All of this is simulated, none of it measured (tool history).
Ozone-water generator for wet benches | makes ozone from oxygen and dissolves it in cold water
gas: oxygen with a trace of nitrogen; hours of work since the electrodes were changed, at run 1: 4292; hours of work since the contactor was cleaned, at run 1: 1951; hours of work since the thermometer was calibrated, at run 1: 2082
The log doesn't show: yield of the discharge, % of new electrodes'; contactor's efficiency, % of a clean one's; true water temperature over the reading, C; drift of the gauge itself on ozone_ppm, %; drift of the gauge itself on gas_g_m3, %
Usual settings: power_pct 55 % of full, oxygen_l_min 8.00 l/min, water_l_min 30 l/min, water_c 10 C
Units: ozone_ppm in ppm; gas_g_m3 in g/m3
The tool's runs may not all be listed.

| run | day | power_pct | oxygen_l_min | water_l_min | water_c | hours of work since the electrodes were changed | hours of work since the contactor was cleaned | hours of work since the thermometer was calibrated | ozone_ppm | gas_g_m3 |
|---|---|---|---|---|---|---|---|---|---|---|
| 1 | 0.000 | 55 | 8.00 | 30 | 10 | 4292 | 1951 | 2082 | 14.0 | 133.6 |
| 2 | 4.188 | 55 | 8.00 | 30 | 10 | 4372 | 2031 | 2162 | 13.8 | 132.3 |
| 3 | 8.475 | 55 | 8.00 | 30 | 10 | 4454 | 2112 | 2244 | 13.9 | 133.5 |
| 4 | 15.200 | 55 | 8.00 | 30 | 10 | 4582 | 2241 | 2372 | 13.9 | 133.7 |
| 5 | 22.158 | 55 | 8.00 | 30 | 10 | 4715 | 2374 | 2505 | 13.7 | 133.2 |
| 6 | 26.629 | 55 | 8.00 | 30 | 10 | 4800 | 2459 | 2590 | 13.9 | 130.9 |
| 7 | 32.796 | 55 | 8.00 | 30 | 10 | 4918 | 2577 | 2708 | 13.7 | 133.4 |
| 8 | 39.917 | 62 | 8.00 | 30 | 10 | 5054 | 2712 | 2843 | 14.7 | 142.0 |
| 9 | 43.158 | 55 | 8.00 | 30 | 10 | 5115 | 2774 | 2905 | 13.8 | 132.9 |
| 10 | 47.592 | 55 | 8.00 | 30 | 10 | 5200 | 2859 | 2990 | 13.9 | 132.1 |
| 11 | 54.454 | 55 | 8.00 | 30 | 10 | 5331 | 2990 | 3121 | 13.7 | 132.5 |
| 12 | 57.662 | 55 | 14.25 | 30 | 10 | 5392 | 3051 | 3182 | 15.7 | 109.6 |
| 13 | 63.250 | 55 | 7.08 | 30 | 10 | 5499 | 3158 | 3289 | 13.3 | 137.0 |
| 14 | 70.996 | 55 | 7.08 | 30 | 10 | 5647 | 3305 | 3436 | 13.4 | 138.9 |
| 15 | 75.946 | 55 | 7.08 | 30 | 10 | 5741 | 3400 | 3531 | 13.4 | 139.5 |
| 16 | 83.375 | 55 | 7.08 | 30 | 12 | 5883 | 3541 | 3673 | 13.1 | 137.9 |
| 17 | 88.900 | 55 | 7.08 | 30 | 12 | 5988 | 3647 | 3778 | 13.2 | 139.5 |
| 18 | 93.538 | 55 | 7.08 | 46 | 12 | 6077 | 3735 | 3867 | 8.4 | 138.1 |

Forecast run 19:
| 19 | 100.954 | 55 | 7.08 | 46 | 12 | 6218 | 3877 | 4008 | ? | ? |

ozone_ppm: 8.2 ppm
gas_g_m3: 137.8 g/m3
Without the tool's hidden state the same run would have given ozone_ppm 8.2 ppm, gas_g_m3 138.0 g/m3.
